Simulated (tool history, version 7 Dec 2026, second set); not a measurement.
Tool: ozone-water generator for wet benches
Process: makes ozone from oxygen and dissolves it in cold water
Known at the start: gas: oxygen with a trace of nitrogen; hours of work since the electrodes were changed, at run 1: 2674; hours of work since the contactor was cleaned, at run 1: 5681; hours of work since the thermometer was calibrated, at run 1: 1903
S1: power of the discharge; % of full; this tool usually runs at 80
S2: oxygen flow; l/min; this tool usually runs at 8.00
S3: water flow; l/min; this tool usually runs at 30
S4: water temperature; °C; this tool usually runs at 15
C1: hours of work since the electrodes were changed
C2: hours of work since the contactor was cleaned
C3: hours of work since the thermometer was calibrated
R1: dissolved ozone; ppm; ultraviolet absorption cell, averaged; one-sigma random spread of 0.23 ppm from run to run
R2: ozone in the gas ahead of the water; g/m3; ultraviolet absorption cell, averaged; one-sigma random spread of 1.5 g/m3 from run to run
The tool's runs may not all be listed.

| run | hour | S1 | S2 | S3 | S4 | C1 | C2 | C3 | R1 | R2 |
|---|---|---|---|---|---|---|---|---|---|---|
| 1 | 0.0 | 80 | 8.00 | 30 | 15 | 2674 | 5681 | 1903 | 34.0 | 273.6 |
| 2 | 76.9 | 80 | 8.00 | 44 | 15 | 2748 | 5755 | 1977 | 24.3 | 271.0 |
| 3 | 128.0 | 80 | 8.00 | 44 | 15 | 2797 | 5804 | 2026 | 24.5 | 272.9 |
| 4 | 185.1 | 80 | 8.00 | 44 | 15 | 2852 | 5859 | 2080 | 24.5 | 273.4 |
| 5 | 234.1 | 80 | 8.00 | 30 | 7 | 2899 | 5906 | 2127 | 37.7 | 271.0 |
| 6 | 331.8 | 80 | 8.00 | 30 | 7 | 2992 | 5999 | 2221 | 37.7 | 269.9 |
|  | 392.1 | contactor cleaned |
| 7 | 403.1 | 80 | 8.00 | 30 | 7 | 3057 | 11 | 2286 | 38.0 | 267.9 |
| 8 | 468.5 | 80 | 8.00 | 30 | 7 | 3119 | 73 | 2348 | 37.5 | 271.2 |
| 9 | 570.4 | 80 | 8.00 | 30 | 7 | 3217 | 171 | 2446 | 37.6 | 270.3 |
| 10 | 654.9 | 80 | 8.00 | 30 | 11 | 3298 | 252 | 2527 | 35.8 | 270.9 |
| 11 | 723.1 | 80 | 8.00 | 30 | 11 | 3363 | 317 | 2592 | 36.0 | 270.5 |
| 12 | 824.1 | 80 | 8.00 | 30 | 11 | 3460 | 414 | 2689 | 36.1 | 268.0 |
| 13 | 914.8 | 75 | 4.69 | 23 | 20 | 3547 | 501 | 2776 | 34.3 | 321.3 |
| 14 | 976.5 | 80 | 8.00 | 30 | 15 | 3606 | 560 | 2835 | 34.5 | 270.8 |
| 15 | 1057.1 | 80 | 8.00 | 30 | 15 | 3684 | 637 | 2912 | 34.3 | 267.0 |
| 16 | 1126.7 | 80 | 4.27 | 25 | 15 | 3750 | 704 | 2979 | 34.9 | 352.4 |
| 17 | 1224.4 | 80 | 4.27 | 25 | 15 | 3844 | 798 | 3073 | 34.6 | 348.6 |
| 18 | 1332.0 | 76 | 13.72 | 36 | 22 | 3947 | 901 | 3176 | 26.9 | 205.7 |
| 19 | 1436.8 | 76 | 13.72 | 36 | 22 | 4048 | 1001 | 3276 | 26.5 | 207.5 |
|  | 1444.6 | water thermometer calibrated |
| 20 | 1486.8 | 48 | 6.61 | 25 | 22 | 4095 | 1049 | 40 | 23.0 | 191.8 |
| 21 | 1596.0 | 80 | 8.00 | 30 | 14 | 4200 | 1154 | 145 | 34.9 | 267.9 |
| 22 | 1682.0 | 54 | 8.00 | 30 | 8 | 4282 | 1236 | 228 | 27.3 | 194.1 |
| 23 | 1733.4 | 54 | 8.00 | 30 | 8 | 4331 | 1285 | 277 | 27.0 | 193.2 |

Predict each of these 4 candidate next runs independently; none follows another, all start after run 23:
| A | 1788.3 | 54 | 5.92 | 35 | 13 | 4384 | 1338 | 329 | ? | ? |
| B | 1788.3 | 54 | 4.61 | 30 | 8 | 4384 | 1338 | 329 | ? | ? |
| C | 1788.3 | 80 | 8.00 | 30 | 14 | 4384 | 1338 | 329 | ? | ? |
| D | 1788.3 | 54 | 9.71 | 37 | 8 | 4384 | 1338 | 329 | ? | ? |

| run | R1 | R2 |
|---|---|---|
| A | 21.0 | 220.1 |
| B | 23.5 | 242.3 |
| C | 34.6 | 266.9 |
| D | 23.5 | 177.7 |
Stripped of hidden state, with their random variation kept, the same runs would have yielded:
| run | R1 | R2 |
|---|---|---|
| A | 21.0 | 225.9 |
| B | 23.5 | 248.7 |
| C | 34.7 | 274.0 |
| D | 23.6 | 182.4 |
